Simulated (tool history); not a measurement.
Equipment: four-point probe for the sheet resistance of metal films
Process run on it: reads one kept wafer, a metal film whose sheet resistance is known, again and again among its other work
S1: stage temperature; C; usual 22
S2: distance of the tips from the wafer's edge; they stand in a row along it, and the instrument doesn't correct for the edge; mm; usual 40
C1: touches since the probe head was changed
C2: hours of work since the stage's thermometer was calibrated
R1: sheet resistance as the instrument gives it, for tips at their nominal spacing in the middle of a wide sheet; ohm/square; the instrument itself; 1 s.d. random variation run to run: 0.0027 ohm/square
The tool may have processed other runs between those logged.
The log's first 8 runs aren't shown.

run,day,S1,S2,C1,C2,R1
9,13.575,33,40,14276,384,13.929018
10,16.054,22,40,14972,415,13.742722
11,17.279,22,40,15316,431,13.745051
12,19.25,22,40,15868,455,13.74406
13,20.296,22,40,16161,469,13.749792
14,22.783,22,40,16859,500,13.751457
15,24.662,22,40,17386,523,13.747987
16,26.488,22,40,17898,546,13.74344
17,27.562,22,40,18199,560,13.747511
18,29.754,22,5,18815,587,13.86178
19,30.912,22,5,19139,602,13.861052
20,32.075,22,40,19466,617,13.746645
21,34.375,22,40,20111,646,13.748174
22,36.454,18,65,20694,672,13.676891
23,38.021,22,10,21133,691,13.776987
24,39.983,19,5,21683,716,13.810208
25,42.417,31,3,22366,747,14.222558
26,44.567,22,3,22969,774,14.068587
27,47.042,29,5,23663,805,13.97902
28,49.154,29,37,24256,831,13.86305
29,51.4,29,71,24885,859,13.863978

The next listed run, before its measurement:
30,53.954,29,71,25603,892,?

{"run 30": {"R1": 13.865595}}
Minus the tool's unlogged condition, the same run would have read R1 13.86574 ohm/square.
